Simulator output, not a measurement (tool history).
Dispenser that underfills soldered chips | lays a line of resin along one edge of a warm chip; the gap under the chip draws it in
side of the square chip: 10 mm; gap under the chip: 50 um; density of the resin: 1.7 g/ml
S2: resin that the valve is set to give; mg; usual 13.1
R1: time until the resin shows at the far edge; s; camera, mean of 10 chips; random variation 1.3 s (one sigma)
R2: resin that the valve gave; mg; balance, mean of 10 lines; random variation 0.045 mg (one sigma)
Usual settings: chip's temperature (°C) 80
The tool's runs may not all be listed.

{"run": 1, "day": 0.0, "chip's temperature (°C)": 80, "S2": 13.1, "R1": 121.9, "R2": 12.92}
{"run": 2, "day": 0.533, "chip's temperature (°C)": 80, "S2": 13.1, "R1": 237.0, "R2": 12.87}
{"run": 3, "day": 0.996, "chip's temperature (°C)": 80, "S2": 13.1, "R1": 205.0, "R2": 12.7}
{"run": 4, "day": 1.429, "chip's temperature (°C)": 80, "S2": 13.1, "R1": 158.2, "R2": 13.01}
{"run": 5, "day": 1.892, "chip's temperature (°C)": 68, "S2": 13.1, "R1": 193.7, "R2": 13.03}
{"run": 6, "day": 2.504, "chip's temperature (°C)": 85, "S2": 13.1, "R1": 117.4, "R2": 12.9}
{"run": 7, "day": 2.754, "chip's temperature (°C)": 80, "S2": 11.9, "R1": 186.6, "R2": 11.72}
{"run": 8, "day": 3.021, "chip's temperature (°C)": 80, "S2": 13.1, "R1": 125.7, "R2": 12.91}
{"run": 9, "day": 3.462, "chip's temperature (°C)": 80, "S2": 13.1, "R1": 216.4, "R2": 12.72}
{"run": 10, "day": 4.067, "chip's temperature (°C)": 80, "S2": 11.6, "R1": 200.2, "R2": 11.51}
{"run": 11, "day": 4.471, "chip's temperature (°C)": 80, "S2": 11.6, "R1": 164.5, "R2": 11.54}
{"run": 12, "day": 4.804, "chip's temperature (°C)": 80, "S2": 11.6, "R1": 241.9, "R2": 11.48}
{"run": 13, "day": 5.296, "chip's temperature (°C)": 80, "S2": 16.8, "R1": 192.2, "R2": 16.52}
{"run": 14, "day": 5.596, "chip's temperature (°C)": 80, "S2": 12.0, "R1": 143.6, "R2": 11.7}
{"run": 15, "day": 5.988, "chip's temperature (°C)": 80, "S2": 12.0, "R1": 230.0, "R2": 11.74}
{"run": 16, "day": 6.421, "chip's temperature (°C)": 80, "S2": 12.0, "R1": 191.2, "R2": 11.65}
{"run": 17, "day": 6.888, "chip's temperature (°C)": 80, "S2": 12.0, "R1": 157.8, "R2": 12.03}
{"run": 18, "day": 7.188, "chip's temperature (°C)": 80, "S2": 12.0, "R1": 228.5, "R2": 11.88}
{"run": 19, "day": 7.6, "chip's temperature (°C)": 80, "S2": 12.0, "R1": 178.9, "R2": 11.82}
{"run": 20, "day": 8.104, "chip's temperature (°C)": 88, "S2": 15.1, "R1": 122.5, "R2": 14.85}
{"run": 21, "day": 8.638, "chip's temperature (°C)": 87, "S2": 16.5, "R1": 115.5, "R2": 16.18}
{"run": 22, "day": 8.942, "chip's temperature (°C)": 87, "S2": 16.5, "R1": 166.6, "R2": 16.13}
{"run": 23, "day": 9.433, "chip's temperature (°C)": 94, "S2": 16.7, "R1": 123.3, "R2": 16.26}
{"run": 24, "day": 9.871, "chip's temperature (°C)": 94, "S2": 16.7, "R1": 93.5, "R2": 16.65}
{"run": 25, "day": 10.221, "chip's temperature (°C)": 94, "S2": 16.7, "R1": 142.0, "R2": 16.61}
{"run": 26, "day": 10.479, "chip's temperature (°C)": 77, "S2": 11.2, "R1": 160.1, "R2": 11.15}
{"run": 27, "day": 10.758, "chip's temperature (°C)": 84, "S2": 12.0, "R1": 177.9, "R2": 11.78}
{"run": 28, "day": 11.338, "chip's temperature (°C)": 84, "S2": 12.0, "R1": 182.6, "R2": 11.89}
{"run": 29, "day": 11.708, "chip's temperature (°C)": 75, "S2": 15.8, "R1": 175.6, "R2": 15.53}
{"run": 30, "day": 12.2, "chip's temperature (°C)": 93, "S2": 15.9, "R1": 90.9, "R2": 15.45}
{"run": 31, "day": 12.654, "chip's temperature (°C)": 68, "S2": 11.8, "R1": 324.8, "R2": 11.81}
{"run": 32, "day": 12.938, "chip's temperature (°C)": 68, "S2": 11.8, "R1": 219.0, "R2": 11.69}
{"run": 33, "day": 13.275, "chip's temperature (°C)": 68, "S2": 15.4, "R1": 319.1, "R2": 15.24}
{"run": 34, "day": 13.762, "chip's temperature (°C)": 79, "S2": 15.4, "R1": 186.8, "R2": 15.26}

Not shown: 27 entries that the log had between the listed runs. Between which runs, and how does the tool's hidden state differ before and after?
Between runs 2 and 3: new syringe of resin (day 0.583)
  resin's viscosity, % of fresh resin's: 192.1 -> 166.6; dose that the valve gives, % of what is set: 97.78 -> 97.31; true chip temperature over the reading, C: 0.27 -> 0.3
  measured less the result without the state, R1: +113.1 -> +81.3 s; R2: -0.29 -> -0.35 mg
Between runs 3 and 4: dispensing valve cleaned and set on the balance (day 1.075); new syringe of resin (day 1.212)
  resin's viscosity, % of fresh resin's: 166.6 -> 129.6; dose that the valve gives, % of what is set: 97.31 -> 99.51; true chip temperature over the reading, C: 0.3 -> 0.33
  measured less the result without the state, R1: +81.3 -> +35.0 s; R2: -0.35 -> -0.06 mg
Between runs 4 and 5: new syringe of resin (day 1.804)
  resin's viscosity, % of fresh resin's: 129.6 -> 110.4; dose that the valve gives, % of what is set: 99.51 -> 99.03; true chip temperature over the reading, C: 0.33 -> 0.36
  measured less the result without the state, R1: +35.0 -> +16.5 s; R2: -0.06 -> -0.12 mg
Between runs 5 and 6: new syringe of resin (day 2.412)
  resin's viscosity, % of fresh resin's: 110.4 -> 113; dose that the valve gives, % of what is set: 99.03 -> 98.45; true chip temperature over the reading, C: 0.36 -> 0.41
  measured less the result without the state, R1: +16.5 -> +12.5 s; R2: -0.12 -> -0.21 mg
Between runs 7 and 8: new syringe of resin (day 3.000)
  resin's viscosity, % of fresh resin's: 152.8 -> 103.3; dose that the valve gives, % of what is set: 98.2 -> 97.92; true chip temperature over the reading, C: 0.43 -> 0.45
  measured less the result without the state, R1: +63.6 -> +2.7 s; R2: -0.22 -> -0.27 mg
Between runs 9 and 10: new syringe of resin (day 3.596); dispensing valve cleaned and set on the balance (day 3.917)
  resin's viscosity, % of fresh resin's: 175.5 -> 166.5; dose that the valve gives, % of what is set: 97.43 -> 99.57; true chip temperature over the reading, C: 0.48 -> 0.52
  measured less the result without the state, R1: +91.8 -> +78.1 s; R2: -0.33 -> -0.05 mg
Between runs 10 and 11: new syringe of resin (day 4.242)
  resin's viscosity, % of fresh resin's: 166.5 -> 131.9; dose that the valve gives, % of what is set: 99.57 -> 99.16; true chip temperature over the reading, C: 0.52 -> 0.55
  measured less the result without the state, R1: +78.1 -> +38.1 s; R2: -0.05 -> -0.10 mg
Between runs 12 and 13: new syringe of resin (day 4.867)
  resin's viscosity, % of fresh resin's: 196.9 -> 166.7; dose that the valve gives, % of what is set: 98.78 -> 98.24; true chip temperature over the reading, C: 0.58 -> 0.61
  measured less the result without the state, R1: +117.1 -> +75.0 s; R2: -0.14 -> -0.29 mg
Between runs 13 and 14: new syringe of resin (day 5.471)
  resin's viscosity, % of fresh resin's: 166.7 -> 115.7; dose that the valve gives, % of what is set: 98.24 -> 97.95; true chip temperature over the reading, C: 0.61 -> 0.63
  measured less the result without the state, R1: +75.0 -> +17.7 s; R2: -0.29 -> -0.25 mg
Between runs 15 and 16: new syringe of resin (day 6.050)
  resin's viscosity, % of fresh resin's: 186.4 -> 155.9; dose that the valve gives, % of what is set: 97.53 -> 97.07; true chip temperature over the reading, C: 0.66 -> 0.69
  measured less the result without the state, R1: +104.9 -> +66.9 s; R2: -0.30 -> -0.35 mg
Between runs 16 and 17: new syringe of resin (day 6.642); dispensing valve cleaned and set on the balance (day 6.729)
  resin's viscosity, % of fresh resin's: 155.9 -> 128.4; dose that the valve gives, % of what is set: 97.07 -> 99.74; true chip temperature over the reading, C: 0.69 -> 0.72
  measured less the result without the state, R1: +66.9 -> +32.4 s; R2: -0.35 -> -0.03 mg
Between runs 18 and 19: new syringe of resin (day 7.288)
  resin's viscosity, % of fresh resin's: 184.8 -> 147.9; dose that the valve gives, % of what is set: 99.42 -> 99; true chip temperature over the reading, C: 0.74 -> 0.78
  measured less the result without the state, R1: +102.1 -> +55.3 s; R2: -0.07 -> -0.12 mg
Between runs 19 and 20: new syringe of resin (day 7.892)
  resin's viscosity, % of fresh resin's: 147.9 -> 129.6; dose that the valve gives, % of what is set: 99 -> 98.51; true chip temperature over the reading, C: 0.78 -> 0.81
  measured less the result without the state, R1: +55.3 -> +25.7 s; R2: -0.12 -> -0.23 mg
Between runs 20 and 21: new syringe of resin (day 8.475)
  resin's viscosity, % of fresh resin's: 129.6 -> 120.2; dose that the valve gives, % of what is set: 98.51 -> 97.91; true chip temperature over the reading, C: 0.81 -> 0.85
  measured less the result without the state, R1: +25.7 -> +17.1 s; R2: -0.23 -> -0.35 mg
Between runs 22 and 23: new syringe of resin (day 9.058)
  resin's viscosity, % of fresh resin's: 173.3 -> 156.4; dose that the valve gives, % of what is set: 97.59 -> 97.05; true chip temperature over the reading, C: 0.87 -> 0.91
  measured less the result without the state, R1: +68.2 -> +42.6 s; R2: -0.39 -> -0.50 mg
Between runs 23 and 24: dispensing valve cleaned and set on the balance (day 9.525); new syringe of resin (day 9.712)
  resin's viscosity, % of fresh resin's: 156.4 -> 119.7; dose that the valve gives, % of what is set: 97.05 -> 99.86; true chip temperature over the reading, C: 0.91 -> 0.94
  measured less the result without the state, R1: +42.6 -> +13.3 s; R2: -0.50 -> -0.03 mg
Between runs 25 and 26: new syringe of resin (day 10.317)
  resin's viscosity, % of fresh resin's: 182.7 -> 119.5; dose that the valve gives, % of what is set: 99.45 -> 99.19; true chip temperature over the reading, C: 0.96 -> 0.98
  measured less the result without the state, R1: +62.1 -> +22.4 s; R2: -0.09 -> -0.09 mg
Between runs 27 and 28: new syringe of resin (day 10.904)
  resin's viscosity, % of fresh resin's: 167.3 -> 168.6; dose that the valve gives, % of what is set: 98.9 -> 98.31; true chip temperature over the reading, C: 1 -> 1.05
  measured less the result without the state, R1: +68.6 -> +71.0 s; R2: -0.13 -> -0.20 mg
Between runs 28 and 29: new syringe of resin (day 11.500)
  resin's viscosity, % of fresh resin's: 168.6 -> 126.6; dose that the valve gives, % of what is set: 98.31 -> 97.92; true chip temperature over the reading, C: 1.05 -> 1.07
  measured less the result without the state, R1: +71.0 -> +32.3 s; R2: -0.20 -> -0.33 mg
Between runs 29 and 30: new syringe of resin (day 12.100)
  resin's viscosity, % of fresh resin's: 126.6 -> 112.5; dose that the valve gives, % of what is set: 97.92 -> 97.44; true chip temperature over the reading, C: 1.07 -> 1.11
  measured less the result without the state, R1: +32.3 -> +7.7 s; R2: -0.33 -> -0.41 mg
Between runs 30 and 31: dispensing valve cleaned and set on the balance (day 12.329)
  resin's viscosity, % of fresh resin's: 112.5 -> 185.1; dose that the valve gives, % of what is set: 97.44 -> 99.83; true chip temperature over the reading, C: 1.11 -> 1.14
  measured less the result without the state, R1: +7.7 -> +142.9 s; R2: -0.41 -> -0.02 mg
Between runs 31 and 32: new syringe of resin (day 12.750)
  resin's viscosity, % of fresh resin's: 185.1 -> 125; dose that the valve gives, % of what is set: 99.83 -> 99.55; true chip temperature over the reading, C: 1.14 -> 1.16
  measured less the result without the state, R1: +142.9 -> +37.3 s; R2: -0.02 -> -0.05 mg
Between runs 33 and 34: new syringe of resin (day 13.367)
  resin's viscosity, % of fresh resin's: 188.3 -> 159.2; dose that the valve gives, % of what is set: 99.19 -> 98.65; true chip temperature over the reading, C: 1.19 -> 1.23
  measured less the result without the state, R1: +143.1 -> +65.3 s; R2: -0.12 -> -0.20 mg
